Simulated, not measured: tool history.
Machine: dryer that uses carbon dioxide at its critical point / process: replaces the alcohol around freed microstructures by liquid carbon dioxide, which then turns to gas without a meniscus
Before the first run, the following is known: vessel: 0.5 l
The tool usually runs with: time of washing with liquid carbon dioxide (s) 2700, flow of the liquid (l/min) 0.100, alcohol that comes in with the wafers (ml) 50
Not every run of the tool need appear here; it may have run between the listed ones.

run	hour	time of washing with liquid carbon dioxide (s)	flow of the liquid (l/min)	alcohol that comes in with the wafers (ml)	alcohol left in the vessel before it's heated (ppm by volume)
1	0.0	2700	0.100	50	161
2	7.1	2700	0.100	50	169
3	13.8	2700	0.100	50	175
4	22.5	2700	0.100	50	179
5	28.8	2700	0.100	50	182
6	37.2	2700	0.100	55	221
7	49.6	2700	0.100	44	170
8	61.5	2700	0.100	44	194
9	71.0	2700	0.119	50	88
10	81.2	2700	0.119	50	83
11	90.6	2700	0.100	29	142
12	98.3	1800	0.113	83	1563
13	109.4	2700	0.100	76	374
# hour 121.1: inlet filter changed
14	121.7	2700	0.100	76	142
15	132.2	2700	0.100	76	157
16	142.3	2700	0.100	76	161

Below are 4 alternative next runs, each starting from the tool's condition after run 16. Predict each:
A	149.3	2700	0.122	115	?
B	149.3	1920	0.139	61	?
C	149.3	2700	0.153	76	?
D	149.3	2700	0.100	98	?

run	alcohol left in the vessel before it's heated (ppm by volume)
A	82
B	133
C	33
D	197
Without the tool's hidden state the same runs would have given:
run	alcohol left in the vessel before it's heated (ppm by volume)
A	43
B	89
C	0
D	145
